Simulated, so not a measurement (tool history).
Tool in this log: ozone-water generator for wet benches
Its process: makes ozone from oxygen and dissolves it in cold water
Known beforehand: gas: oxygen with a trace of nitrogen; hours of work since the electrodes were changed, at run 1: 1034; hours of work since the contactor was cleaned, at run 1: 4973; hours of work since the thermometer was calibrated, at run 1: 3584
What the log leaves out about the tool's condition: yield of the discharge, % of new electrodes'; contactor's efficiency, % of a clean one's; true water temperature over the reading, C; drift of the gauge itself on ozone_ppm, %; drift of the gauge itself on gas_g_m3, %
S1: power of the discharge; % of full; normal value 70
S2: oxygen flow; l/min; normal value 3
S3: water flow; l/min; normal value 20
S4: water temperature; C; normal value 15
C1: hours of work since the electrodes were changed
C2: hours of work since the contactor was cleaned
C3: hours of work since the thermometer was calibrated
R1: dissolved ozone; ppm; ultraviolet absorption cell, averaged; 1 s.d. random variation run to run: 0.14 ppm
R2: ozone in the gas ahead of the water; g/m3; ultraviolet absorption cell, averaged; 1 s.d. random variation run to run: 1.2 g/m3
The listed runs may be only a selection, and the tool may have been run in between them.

| run | hour | S1 | S2 | S3 | S4 | C1 | C2 | C3 | R1 | R2 |
|---|---|---|---|---|---|---|---|---|---|---|
| 1 | 0.0 | 70 | 3 | 20 | 15 | 1034 | 4973 | 3584 | 14.0 | 213.6 |
| 2 | 36.3 | 70 | 3 | 17 | 15 | 1056 | 4995 | 3606 | 16.8 | 211.1 |
|  | 45.8 | contactor cleaned |
| 3 | 76.9 | 70 | 3 | 17 | 15 | 1078 | 19 | 3628 | 16.2 | 210.1 |
| 4 | 121.6 | 70 | 3 | 17 | 15 | 1105 | 46 | 3655 | 16.2 | 210.6 |
| 5 | 144.2 | 70 | 3 | 20 | 15 | 1119 | 59 | 3669 | 13.5 | 211.9 |
| 6 | 176.7 | 70 | 3 | 20 | 15 | 1138 | 79 | 3689 | 13.6 | 207.6 |
|  | 208.8 | contactor cleaned, once more |
| 7 | 222.4 | 70 | 3 | 17 | 15 | 1164 | 8 | 3714 | 17.4 | 210.1 |
| 8 | 245.0 | 70 | 3 | 17 | 15 | 1177 | 22 | 3727 | 17.3 | 212.5 |
| 9 | 273.0 | 70 | 3 | 19 | 15 | 1194 | 39 | 3744 | 15.4 | 212.5 |
| 10 | 306.6 | 70 | 3 | 20 | 15 | 1214 | 59 | 3765 | 14.7 | 211.0 |
|  | 358.1 | water thermometer calibrated |
| 11 | 359.6 | 70 | 3 | 20 | 15 | 1246 | 91 | 1 | 14.7 | 210.4 |
| 12 | 399.1 | 70 | 3 | 20 | 15 | 1270 | 115 | 25 | 14.9 | 214.5 |
| 13 | 444.0 | 70 | 3 | 20 | 15 | 1297 | 142 | 52 | 14.8 | 210.8 |
| 14 | 489.1 | 70 | 3 | 20 | 15 | 1324 | 169 | 79 | 14.8 | 210.8 |

What does the tool deliver on the next run?
| 15 | 526.4 | 70 | 3 | 20 | 15 | 1347 | 191 | 102 | ? | ? |

Run 15 gave R1 14.6 ppm, R2 211.7 g/m3.
With no hidden state in the tool, this same run would have given R1 15.0 ppm, R2 215.7 g/m3.
